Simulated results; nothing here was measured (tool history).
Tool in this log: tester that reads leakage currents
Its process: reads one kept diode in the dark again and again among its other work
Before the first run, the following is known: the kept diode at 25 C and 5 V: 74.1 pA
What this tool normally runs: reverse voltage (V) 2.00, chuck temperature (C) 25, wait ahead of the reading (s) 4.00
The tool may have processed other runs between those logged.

| run | hour | reverse voltage (V) | chuck temperature (C) | wait ahead of the reading (s) | current that the tester gives (pA) |
|---|---|---|---|---|---|
| 1 | 0.0 | 2.00 | 25 | 4.00 | 47.66 |
| 2 | 48.0 | 2.00 | 42 | 4.00 | 186.82 |
| 3 | 85.4 | 2.00 | 42 | 4.00 | 186.99 |
| 4 | 111.3 | 13.59 | 25 | 4.00 | 129.42 |
| 5 | 160.8 | 13.59 | 25 | 4.00 | 129.90 |
| 6 | 208.1 | 13.59 | 32 | 4.00 | 224.51 |
| 7 | 256.4 | 13.59 | 26 | 4.00 | 139.97 |
| 8 | 277.4 | 13.59 | 26 | 4.00 | 140.48 |
| 9 | 303.0 | 13.55 | 25 | 4.00 | 129.29 |
| 10 | 328.3 | 2.00 | 25 | 1.94 | 47.51 |
| 11 | 370.5 | 2.00 | 25 | 1.94 | 47.25 |
| 12 | 409.2 | 2.00 | 25 | 1.94 | 47.31 |
| 13 | 456.5 | 2.00 | 25 | 1.10 | 47.43 |
| 14 | 484.3 | 2.00 | 25 | 4.00 | 47.15 |
| 15 | 506.8 | 2.00 | 25 | 1.00 | 47.57 |
| 16 | 542.4 | 2.00 | 25 | 1.00 | 47.09 |
| 17 | 588.8 | 2.00 | 25 | 1.00 | 46.83 |
| 18 | 638.2 | 2.00 | 25 | 1.32 | 47.15 |
| 19 | 681.0 | 2.00 | 25 | 1.32 | 47.06 |
| 20 | 728.8 | 2.00 | 25 | 1.32 | 46.79 |
| 21 | 771.6 | 2.72 | 38 | 1.32 | 156.13 |
| 22 | 807.6 | 2.72 | 38 | 1.32 | 156.98 |
| 23 | 855.1 | 2.72 | 38 | 1.32 | 155.55 |
| 24 | 899.1 | 2.72 | 38 | 1.32 | 155.19 |
| 25 | 930.0 | 3.62 | 57 | 6.04 | 736.74 |
| 26 | 963.8 | 16.18 | 58 | 4.00 | 1668.07 |
| 27 | 1013.9 | 13.42 | 25 | 6.50 | 130.18 |
| 28 | 1034.6 | 4.03 | 21 | 4.00 | 48.90 |
| 29 | 1062.5 | 2.00 | 29 | 1.22 | 64.78 |
| 30 | 1090.5 | 2.00 | 29 | 1.22 | 64.50 |
| 31 | 1125.7 | 6.46 | 29 | 5.06 | 118.86 |
| 32 | 1163.9 | 2.19 | 25 | 9.00 | 48.41 |
| 33 | 1188.3 | 1.49 | 32 | 9.85 | 70.37 |
| 34 | 1237.9 | 1.49 | 32 | 9.85 | 70.44 |
| 35 | 1263.4 | 3.77 | 30 | 4.13 | 96.69 |
| 36 | 1304.4 | 3.77 | 30 | 4.13 | 96.92 |
| 37 | 1349.0 | 9.34 | 29 | 0.37 | 147.48 |
| 38 | 1392.6 | 1.17 | 56 | 5.05 | 383.42 |
| 39 | 1422.8 | 4.59 | 43 | 3.13 | 292.43 |

Alternative continuations, all from the tool just after run 39; predict every row:
| A | 1459.2 | 9.76 | 25 | 2.98 | ? |
| B | 1459.2 | 12.97 | 22 | 5.45 | ? |
| C | 1459.2 | 2.00 | 48 | 1.96 | ? |
| D | 1459.2 | 4.59 | 42 | 0.33 | ? |

| run | current that the tester gives (pA) |
|---|---|
| A | 109.66 |
| B | 102.67 |
| C | 279.93 |
| D | 274.35 |
Take away the tool's hidden state, keep each run's random variation, and the runs would have read:
| run | current that the tester gives (pA) |
|---|---|
| A | 104.16 |
| B | 91.90 |
| C | 297.41 |
| D | 288.20 |
